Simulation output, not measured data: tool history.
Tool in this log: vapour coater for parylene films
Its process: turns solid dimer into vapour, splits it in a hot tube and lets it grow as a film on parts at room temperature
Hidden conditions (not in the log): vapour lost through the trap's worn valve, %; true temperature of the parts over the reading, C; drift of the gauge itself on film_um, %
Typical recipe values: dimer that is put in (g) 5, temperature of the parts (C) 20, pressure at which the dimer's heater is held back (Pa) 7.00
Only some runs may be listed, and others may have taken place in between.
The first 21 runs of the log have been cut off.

run,day,dimer that is put in (g),temperature of the parts (C),pressure at which the dimer's heater is held back (Pa),hours of work since the trap's valve was overhauled,hours of work since the table's thermometer was calibrated,thickness of the film (nm)
22,23.662,8,25,7.00,147,1722,2240
23,24.521,7,23,7.00,165,1740,2050
24,26.158,5,21,5.10,200,1774,1580
25,26.917,6,21,5.10,216,1790,1920
# day 27.358: table's thermometer calibrated
26,28.171,6,21,5.10,241,17,1920
27,28.867,5,20,10.02,256,32,1460
28,30.092,5,20,10.02,281,57,1390
# day 30.483: trap's valve overhauled
29,31.058,5,23,8.62,12,74,1460
30,32.488,4,28,8.62,42,104,1040
31,33.958,5,27,5.94,73,135,1400
32,35.454,5,27,5.94,104,167,1380
33,36.967,8,12,5.94,136,198,3060
34,37.667,5,20,10.67,151,213,1470

Alternative continuations, all from the tool just after run 34; predict every row:
A,38.846,7,14,2.19,176,238,?
B,38.846,2,18,7.00,176,238,?
C,38.846,6,13,9.70,176,238,?

run,thickness of the film (nm)
A,3060
B,650
C,2070
Without the tool's unlogged condition, the same runs would have read:
run,thickness of the film (nm)
A,3200
B,670
C,2170

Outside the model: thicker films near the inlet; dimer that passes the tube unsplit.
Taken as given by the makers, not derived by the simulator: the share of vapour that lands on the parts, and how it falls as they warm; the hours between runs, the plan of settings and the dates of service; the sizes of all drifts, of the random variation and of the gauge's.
